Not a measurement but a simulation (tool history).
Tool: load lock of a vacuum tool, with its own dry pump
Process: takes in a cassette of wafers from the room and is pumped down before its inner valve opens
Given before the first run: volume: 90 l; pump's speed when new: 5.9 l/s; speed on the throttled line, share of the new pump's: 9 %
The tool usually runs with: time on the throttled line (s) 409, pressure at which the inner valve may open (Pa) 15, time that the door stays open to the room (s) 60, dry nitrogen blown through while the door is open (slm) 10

| run | hour | time on the throttled line (s) | pressure at which the inner valve may open (Pa) | time that the door stays open to the room (s) | dry nitrogen blown through while the door is open (slm) | incoming humidity of the room's air, % | time from the closed door until the inner valve may open (s) | rise of the pressure with all valves shut (Pa/min) |
|---|---|---|---|---|---|---|---|---|
| 1 | 0.0 | 409 | 15 | 60 | 10 | 44.3 | 511.0 | 0.014 |
| 2 | 69.1 | 409 | 15 | 60 | 10 | 44.6 | 507.4 | 0.019 |
| 3 | 153.5 | 409 | 15 | 60 | 10 | 41.7 | 506.5 | 0.014 |
| 4 | 230.7 | 409 | 15 | 60 | 10 | 48.5 | 506.6 | 0.022 |
| 5 | 338.5 | 409 | 15 | 60 | 10 | 45.2 | 507.0 | 0.015 |
| 6 | 407.9 | 409 | 15 | 60 | 10 | 45.3 | 506.9 | 0.025 |
| 7 | 480.1 | 421 | 15 | 60 | 10 | 47.0 | 516.5 | 0.021 |
| 8 | 605.0 | 421 | 15 | 60 | 10 | 45.0 | 519.6 | 0.015 |
| 9 | 672.2 | 421 | 15 | 60 | 10 | 45.2 | 516.5 | 0.022 |
| 10 | 757.6 | 421 | 15 | 60 | 10 | 45.5 | 514.8 | 0.025 |
| 11 | 842.2 | 409 | 15 | 60 | 15 | 45.9 | 507.5 | 0.021 |
| 12 | 963.1 | 409 | 15 | 60 | 15 | 42.8 | 508.2 | 0.023 |
| 13 | 1042.1 | 409 | 15 | 60 | 15 | 45.4 | 507.7 | 0.018 |
| 14 | 1117.1 | 760 | 13 | 60 | 10 | 44.5 | 833.5 | 0.021 |
| 15 | 1241.6 | 219 | 19 | 124 | 4 | 44.1 | 331.4 | 0.029 |
| 16 | 1366.2 | 219 | 19 | 44 | 8 | 45.8 | 329.9 | 0.014 |
| 17 | 1425.9 | 409 | 13 | 130 | 10 | 44.4 | 509.4 | 0.023 |
| 18 | 1503.2 | 216 | 13 | 57 | 18 | 44.4 | 333.0 | 0.015 |
| 19 | 1600.1 | 640 | 10 | 123 | 18 | 42.9 | 720.4 | 0.021 |
| 20 | 1668.7 | 409 | 14 | 134 | 15 | 42.4 | 507.8 | 0.020 |
| 21 | 1791.7 | 521 | 14 | 107 | 5 | 44.1 | 612.7 | 0.022 |
| 22 | 1911.8 | 521 | 14 | 107 | 5 | 41.6 | 608.0 | 0.029 |
| 23 | 1997.3 | 635 | 15 | 102 | 21 | 44.3 | 713.0 | 0.018 |
| 24 | 2050.7 | 635 | 15 | 102 | 21 | 43.1 | 713.7 | 0.020 |
| 25 | 2148.2 | 222 | 15 | 102 | 21 | 48.0 | 335.5 | 0.017 |

Here are 4 independent what-if runs from the current tool condition. What would each one return?
| A | 2267.5 | 536 | 15 | 60 | 10 | 44.0 | ? | ? |
| B | 2267.5 | 409 | 15 | 155 | 10 | 49.2 | ? | ? |
| C | 2267.5 | 756 | 15 | 41 | 12 | 44.5 | ? | ? |
| D | 2267.5 | 324 | 15 | 60 | 15 | 42.8 | ? | ? |

| run | time from the closed door until the inner valve may open (s) | rise of the pressure with all valves shut (Pa/min) |
|---|---|---|
| A | 628.4 | 0.019 |
| B | 509.7 | 0.030 |
| C | 824.8 | 0.015 |
| D | 433.1 | 0.020 |
Stripped of hidden state, with their random variation kept, the same runs would have yielded:
| run | time from the closed door until the inner valve may open (s) | rise of the pressure with all valves shut (Pa/min) |
|---|---|---|
| A | 628.3 | 0.018 |
| B | 509.6 | 0.030 |
| C | 824.8 | 0.015 |
| D | 433.0 | 0.020 |
